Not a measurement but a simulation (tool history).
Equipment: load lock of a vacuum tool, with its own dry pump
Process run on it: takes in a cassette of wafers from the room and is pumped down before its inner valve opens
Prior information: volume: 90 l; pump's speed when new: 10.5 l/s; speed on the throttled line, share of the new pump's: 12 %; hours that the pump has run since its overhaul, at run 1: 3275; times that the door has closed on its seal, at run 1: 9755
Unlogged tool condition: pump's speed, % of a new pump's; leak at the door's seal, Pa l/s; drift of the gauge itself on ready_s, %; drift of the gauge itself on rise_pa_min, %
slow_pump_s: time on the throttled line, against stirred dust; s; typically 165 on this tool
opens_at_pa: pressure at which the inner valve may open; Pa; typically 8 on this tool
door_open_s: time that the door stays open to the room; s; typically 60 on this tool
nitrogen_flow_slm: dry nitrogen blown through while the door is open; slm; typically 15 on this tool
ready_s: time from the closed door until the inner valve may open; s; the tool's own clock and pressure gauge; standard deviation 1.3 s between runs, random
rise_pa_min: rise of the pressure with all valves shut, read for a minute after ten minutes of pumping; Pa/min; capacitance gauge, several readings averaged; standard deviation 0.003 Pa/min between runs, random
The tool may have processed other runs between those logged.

| run | hour | slow_pump_s | opens_at_pa | door_open_s | nitrogen_flow_slm | hours that the pump has run since its overhaul | times that the door has closed on its seal | incoming humidity of the room's air, % | ready_s | rise_pa_min |
|---|---|---|---|---|---|---|---|---|---|---|
| 1 | 0.0 | 165 | 8 | 60 | 15 | 3275 | 9755 | 46.5 | 231.0 | 0.075 |
| 2 | 227.8 | 165 | 8 | 60 | 15 | 3502 | 10081 | 42.6 | 232.6 | 0.080 |
| 3 | 430.7 | 165 | 8 | 60 | 15 | 3705 | 10372 | 41.8 | 232.3 | 0.082 |
| 4 | 648.4 | 165 | 8 | 60 | 15 | 3923 | 10684 | 47.4 | 231.1 | 0.081 |
| 5 | 940.5 | 129 | 8 | 60 | 15 | 4215 | 11103 | 50.1 | 201.1 | 0.097 |
| 6 | 1098.2 | 129 | 8 | 60 | 15 | 4373 | 11328 | 44.2 | 202.7 | 0.093 |
| 7 | 1399.8 | 129 | 8 | 42 | 15 | 4674 | 11761 | 43.2 | 201.2 | 0.083 |
| 8 | 1547.1 | 129 | 8 | 42 | 15 | 4822 | 11972 | 47.6 | 202.7 | 0.092 |
| 9 | 1793.6 | 89 | 8 | 60 | 15 | 5068 | 12325 | 43.9 | 168.3 | 0.095 |
| 10 | 2036.7 | 165 | 8 | 60 | 15 | 5311 | 12673 | 45.4 | 233.5 | 0.103 |
| 11 | 2202.1 | 165 | 8 | 60 | 15 | 5477 | 12910 | 44.1 | 234.7 | 0.102 |
| 12 | 2391.8 | 165 | 8 | 60 | 15 | 5666 | 13182 | 42.4 | 234.3 | 0.105 |
| 13 | 2523.9 | 165 | 8 | 60 | 15 | 5798 | 13372 | 44.3 | 233.6 | 0.105 |
| 14 | 2670.6 | 152 | 8 | 60 | 15 | 5945 | 13582 | 42.9 | 223.9 | 0.107 |
| 15 | 2814.7 | 152 | 8 | 60 | 5 | 6089 | 13788 | 43.7 | 225.1 | 0.126 |
| 16 | 3118.7 | 152 | 8 | 60 | 5 | 6393 | 14224 | 44.5 | 225.4 | 0.138 |
| 17 | 3256.9 | 152 | 8 | 60 | 5 | 6532 | 14422 | 45.6 | 225.0 | 0.137 |
| 18 | 3489.2 | 152 | 8 | 60 | 5 | 6764 | 14755 | 42.6 | 224.8 | 0.139 |
| 19 | 3765.6 | 165 | 8 | 60 | 15 | 7040 | 15151 | 46.4 | 234.2 | 0.126 |
| 20 | 4024.0 | 281 | 11 | 167 | 8 | 7299 | 15522 | 46.0 | 335.7 | 0.158 |
| 21 | 4317.3 | 240 | 10 | 60 | 5 | 7592 | 15942 | 44.6 | 299.8 | 0.159 |
| 22 | 4532.7 | 240 | 10 | 60 | 5 | 7807 | 16250 | 47.0 | 296.6 | 0.158 |
| 23 | 4828.0 | 106 | 8 | 34 | 15 | 8103 | 16674 | 47.0 | 186.5 | 0.136 |
| 24 | 5132.5 | 106 | 8 | 34 | 15 | 8407 | 17110 | 47.0 | 187.5 | 0.148 |
| 25 | 5372.9 | 165 | 8 | 66 | 8 | 8647 | 17455 | 44.3 | 241.6 | 0.171 |
| 26 | 5540.3 | 165 | 8 | 60 | 4 | 8815 | 17694 | 47.0 | 240.6 | 0.182 |
| 27 | 5741.4 | 130 | 8 | 30 | 15 | 9016 | 17983 | 47.9 | 209.7 | 0.152 |
| 28 | 6016.4 | 130 | 8 | 30 | 15 | 9291 | 18377 | 42.2 | 208.7 | 0.151 |
| 29 | 6322.8 | 195 | 10 | 60 | 5 | 9597 | 18816 | 48.1 | 264.0 | 0.187 |
| 30 | 6621.6 | 165 | 8 | 143 | 6 | 9896 | 19244 | 45.1 | 241.4 | 0.210 |
| 31 | 6750.8 | 118 | 8 | 60 | 43 | 10025 | 19429 | 48.1 | 202.4 | 0.169 |
| 32 | 7015.3 | 118 | 8 | 60 | 43 | 10290 | 19808 | 47.3 | 202.3 | 0.170 |
| 33 | 7169.4 | 118 | 13 | 60 | 34 | 10444 | 20029 | 43.9 | 197.0 | 0.169 |
|  | 7278.0 | dry pump taken out, an overhauled one fitted |
| 34 | 7407.6 | 138 | 7 | 47 | 6 | 130 | 20362 | 47.3 | 204.6 | 0.201 |
| 35 | 7580.2 | 138 | 7 | 47 | 6 | 302 | 20609 | 44.8 | 204.2 | 0.206 |
| 36 | 7817.4 | 138 | 7 | 47 | 6 | 539 | 20949 | 47.2 | 205.0 | 0.203 |

For run 37, what comes out?
| 37 | 8065.5 | 138 | 7 | 47 | 6 | 787 | 21305 | 43.9 | ? | ? |

ready_s: 207.2 s
rise_pa_min: 0.210 Pa/min
Take away the tool's hidden state, keep the run-to-run variation as it was, and the same run would have given ready_s 204.8 s, rise_pa_min 0.037 Pa/min.
